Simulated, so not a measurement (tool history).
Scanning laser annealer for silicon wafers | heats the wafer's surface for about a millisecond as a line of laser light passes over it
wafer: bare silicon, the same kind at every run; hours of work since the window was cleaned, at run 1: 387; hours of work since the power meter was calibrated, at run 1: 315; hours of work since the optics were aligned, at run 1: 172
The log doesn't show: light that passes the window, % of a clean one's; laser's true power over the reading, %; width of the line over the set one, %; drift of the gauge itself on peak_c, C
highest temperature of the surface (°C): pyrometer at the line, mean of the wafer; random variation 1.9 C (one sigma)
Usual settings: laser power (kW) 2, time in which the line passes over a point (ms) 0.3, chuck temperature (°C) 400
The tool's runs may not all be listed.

run   hour  laser power (kW)  time in which the line passes over a point (ms)  chuck temperature (°C)  hours of work since the window was cleaned  hours of work since the power meter was calibrated  hours of work since the optics were aligned  highest temperature of the surface (°C)
  1      0                 2                                              0.3                     400                                         387                                                 315                                          172                                     1222
  2     17                 2                                            0.285                     400                                         399                                                 327                                          184                                     1194
  3   28.9                 2                                              0.3                     401                                         408                                                 336                                          192                                     1220
  4   39.7                 2                                              0.3                     401                                         415                                                 343                                          200                                     1221
  5   47.8             1.761                                              0.3                     400                                         421                                                 349                                          206                                     1092
  6   62.8             1.761                                              0.3                     400                                         432                                                 360                                          216                                     1092
      69.5  -- optics aligned, line set to its width
  7     81             1.761                                            0.223                     400                                         441                                                 369                                            8                                      989
  8     95                 2                                              0.3                     400                                         451                                                 379                                           18                                     1211
     105.9  -- optics aligned, line set to its width, once more
  9  112.6             2.088                                             0.23                     382                                         460                                                 388                                            5                                     1132
 10  128.7             2.199                                              0.3                     412                                         471                                                 399                                           16                                     1335
 11  143.9             2.158                                            0.259                     400                                         482                                                 410                                           27                                     1231
 12  159.4             2.158                                            0.259                     400                                         493                                                 421                                           38                                     1231
 13  170.5             2.158                                            0.259                     400                                         501                                                 429                                           46                                     1227

Forecast run 14:
 14  180.5             2.123                                            0.332                     400                                         508                                                 436                                           53                                        ?

highest temperature of the surface (°C): 1332
Without the tool's hidden state the same run would have given highest temperature of the surface (°C) 1366.

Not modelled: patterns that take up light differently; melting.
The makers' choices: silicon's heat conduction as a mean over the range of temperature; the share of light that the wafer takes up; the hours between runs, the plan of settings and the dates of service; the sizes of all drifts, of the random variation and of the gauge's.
